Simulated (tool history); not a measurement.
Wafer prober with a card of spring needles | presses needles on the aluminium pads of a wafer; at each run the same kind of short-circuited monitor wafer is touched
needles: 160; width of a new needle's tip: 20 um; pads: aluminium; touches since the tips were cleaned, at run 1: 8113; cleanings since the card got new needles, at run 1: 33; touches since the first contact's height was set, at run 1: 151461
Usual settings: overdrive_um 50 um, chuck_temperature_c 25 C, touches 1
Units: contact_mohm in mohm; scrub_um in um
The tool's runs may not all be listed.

| run | hour | overdrive_um | chuck_temperature_c | touches | touches since the tips were cleaned | cleanings since the card got new needles | touches since the first contact's height was set | contact_mohm | scrub_um |
|---|---|---|---|---|---|---|---|---|---|
| 1 | 0.0 | 50 | 25 | 1 | 8113 | 33 | 151461 | 320 | 7.80 |
|  | 2.0 | tips cleaned on abrasive film |
| 2 | 17.9 | 50 | 25 | 1 | 5724 | 34 | 157880 | 298 | 7.77 |
|  | 27.0 | tips cleaned on abrasive film |
| 3 | 43.3 | 50 | 57 | 1 | 5908 | 35 | 167044 | 305 | 7.74 |
|  | 52.6 | tips cleaned on abrasive film |
| 4 | 70.5 | 50 | 57 | 1 | 6490 | 36 | 176821 | 317 | 7.68 |
|  | 78.2 | tips cleaned on abrasive film |
| 5 | 83.4 | 50 | 25 | 2 | 1860 | 37 | 181424 | 239 | 7.66 |
|  | 98.8 | height of the first contact set anew |
|  | 103.1 | tips cleaned on abrasive film |
| 6 | 104.5 | 50 | 25 | 2 | 532 | 38 | 2017 | 217 | 8.01 |
|  | 127.4 | tips cleaned on abrasive film |
| 7 | 131.8 | 50 | 116 | 2 | 1595 | 39 | 11836 | 250 | 7.85 |
| 8 | 144.2 | 50 | 116 | 2 | 6058 | 39 | 16299 | 276 | 7.98 |
|  | 151.9 | tips cleaned on abrasive film |
| 9 | 157.9 | 50 | 25 | 1 | 2176 | 40 | 21220 | 263 | 7.89 |
|  | 177.7 | tips cleaned on abrasive film |
| 10 | 186.8 | 50 | 25 | 1 | 3285 | 41 | 31613 | 271 | 7.92 |
|  | 203.9 | tips cleaned on abrasive film |
| 11 | 207.9 | 50 | 25 | 1 | 1456 | 42 | 39213 | 243 | 7.93 |
| 12 | 221.3 | 50 | 25 | 1 | 6292 | 42 | 44049 | 308 | 8.00 |
|  | 229.1 | tips cleaned on abrasive film |
| 13 | 248.1 | 44 | 25 | 1 | 6846 | 43 | 53686 | 341 | 7.04 |
|  | 253.5 | tips cleaned on abrasive film |
| 14 | 271.8 | 37 | 25 | 1 | 6623 | 44 | 62220 | 386 | 5.76 |
|  | 279.4 | tips cleaned on abrasive film |
| 15 | 285.5 | 50 | 25 | 1 | 2178 | 45 | 67112 | 260 | 7.87 |
|  | 304.4 | tips cleaned on abrasive film |
| 16 | 312.4 | 50 | 25 | 1 | 2913 | 46 | 76813 | 273 | 7.78 |
| 17 | 327.0 | 50 | 36 | 1 | 8163 | 46 | 82063 | 322 | 7.86 |
|  | 329.7 | tips cleaned on abrasive film |
| 18 | 342.8 | 50 | 100 | 2 | 4722 | 47 | 87752 | 272 | 7.74 |
|  | 354.0 | tips cleaned on abrasive film |
| 19 | 356.9 | 50 | 100 | 2 | 1054 | 48 | 92808 | 245 | 7.87 |
|  | 379.2 | tips cleaned on abrasive film |
| 20 | 382.4 | 50 | 100 | 2 | 1150 | 49 | 101958 | 244 | 7.69 |
|  | 403.5 | tips cleaned on abrasive film |
| 21 | 406.8 | 50 | 100 | 2 | 1180 | 50 | 110754 | 246 | 7.80 |
|  | 428.4 | tips cleaned on abrasive film |
| 22 | 432.8 | 50 | 100 | 2 | 1564 | 51 | 120093 | 244 | 7.75 |
|  | 453.2 | tips cleaned on abrasive film |
| 23 | 453.2 | 44 | 100 | 3 | 0 | 52 | 127447 | 229 | 6.86 |
| 24 | 472.5 | 44 | 100 | 3 | 6966 | 52 | 134413 | 272 | 6.82 |
|  | 479.2 | tips cleaned on abrasive film |
| 25 | 493.3 | 42 | 88 | 1 | 5067 | 53 | 141861 | 361 | 6.45 |
|  | 504.6 | tips cleaned on abrasive film |
| 26 | 507.8 | 54 | 25 | 1 | 1124 | 54 | 147065 | 236 | 8.33 |
|  | 530.9 | tips cleaned on abrasive film |
| 27 | 531.8 | 35 | 31 | 3 | 324 | 55 | 155703 | 224 | 5.24 |
| 28 | 547.7 | 50 | 92 | 1 | 6078 | 55 | 161457 | 319 | 7.68 |
|  | 556.7 | tips cleaned on abrasive film |
| 29 | 571.7 | 44 | 87 | 2 | 5422 | 56 | 170077 | 291 | 6.74 |
|  | 582.4 | tips cleaned on abrasive film |
| 30 | 599.8 | 55 | 74 | 1 | 6298 | 57 | 180199 | 304 | 8.52 |
|  | 607.8 | tips cleaned on abrasive film |
| 31 | 612.2 | 68 | 36 | 1 | 1623 | 58 | 184655 | 229 | 10.60 |
|  | 620.9 | height of the first contact set anew |
|  | 633.4 | tips cleaned on abrasive film |
| 32 | 638.3 | 68 | 36 | 1 | 1749 | 59 | 6239 | 233 | 10.97 |

5 ways to go on from here, each from the tool as it stands after run 32. What would each give?
|  | 658.0 | tips cleaned on abrasive film |
| A | 664.3 | 50 | 25 | 1 | 2293 | 60 | 15605 | ? | ? |
|  | 658.0 | tips cleaned on abrasive film |
| B | 664.3 | 68 | 106 | 1 | 2293 | 60 | 15605 | ? | ? |
|  | 658.0 | tips cleaned on abrasive film |
| C | 664.3 | 68 | 36 | 1 | 2293 | 60 | 15605 | ? | ? |
|  | 658.0 | tips cleaned on abrasive film |
| D | 664.3 | 68 | 85 | 2 | 2293 | 60 | 15605 | ? | ? |
|  | 658.0 | tips cleaned on abrasive film |
| E | 664.3 | 32 | 106 | 1 | 2293 | 60 | 15605 | ? | ? |

| run | contact_mohm | scrub_um |
|---|---|---|
| A | 267 | 7.99 |
| B | 253 | 10.86 |
| C | 241 | 10.81 |
| D | 230 | 10.95 |
| E | 363 | 5.16 |
Without the tool's hidden state the same runs would have given:
| run | contact_mohm | scrub_um |
|---|---|---|
| A | 200 | 8.02 |
| B | 217 | 10.89 |
| C | 202 | 10.84 |
| D | 208 | 10.98 |
| E | 230 | 5.19 |
